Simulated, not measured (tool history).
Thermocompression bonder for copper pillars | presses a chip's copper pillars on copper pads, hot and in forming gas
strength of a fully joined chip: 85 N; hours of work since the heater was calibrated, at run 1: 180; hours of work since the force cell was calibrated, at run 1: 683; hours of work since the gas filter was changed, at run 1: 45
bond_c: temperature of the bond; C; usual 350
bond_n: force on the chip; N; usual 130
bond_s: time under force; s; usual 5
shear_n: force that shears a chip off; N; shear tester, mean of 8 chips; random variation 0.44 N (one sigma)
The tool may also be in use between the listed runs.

run    day  bond_c  bond_n  bond_s  hours of work since the heater was calibrated  hours of work since the force cell was calibrated  hours of work since the gas filter was changed  shear_n
  1  0.000     350     130       5                                            180                                                683                                              45     44.5
  2  0.325     337     130       5                                            184                                                687                                              49     40.7
  3  0.658     337     193       5                                            188                                                691                                              53     55.3
  4  0.925     350     130       5                                            191                                                693                                              55     45.2
  5  1.283     350     130       5                                            194                                                697                                              59     44.3
  6  1.654     350     130       5                                            198                                                701                                              63     44.9
  7  2.079     339     130       7                                            203                                                706                                              68     45.9
  8  2.358     333      87       8                                            206                                                709                                              71     31.5
  9  2.758     329     137       3                                            210                                                713                                              75     32.8
 10  3.167     329     137       7                                            215                                                718                                              80     45.4
 11  3.596     329     137       7                                            219                                                722                                              84     45.1

Forecast each of these 4 alternatives for the next run:
  A  3.996     350     130       5                                            224                                                727                                              89        ?
  B  3.996     329     137      13                                            224                                                727                                              89        ?
  C  3.996     329     187       7                                            224                                                727                                              89        ?
  D  3.996     357     130       5                                            224                                                727                                              89        ?

run  shear_n
  A     44.5
  B     54.2
  C     56.7
  D     47.0
Without the tool's hidden state the same runs would have given:
run  shear_n
  A     43.0
  B     52.8
  C     55.3
  D     45.5
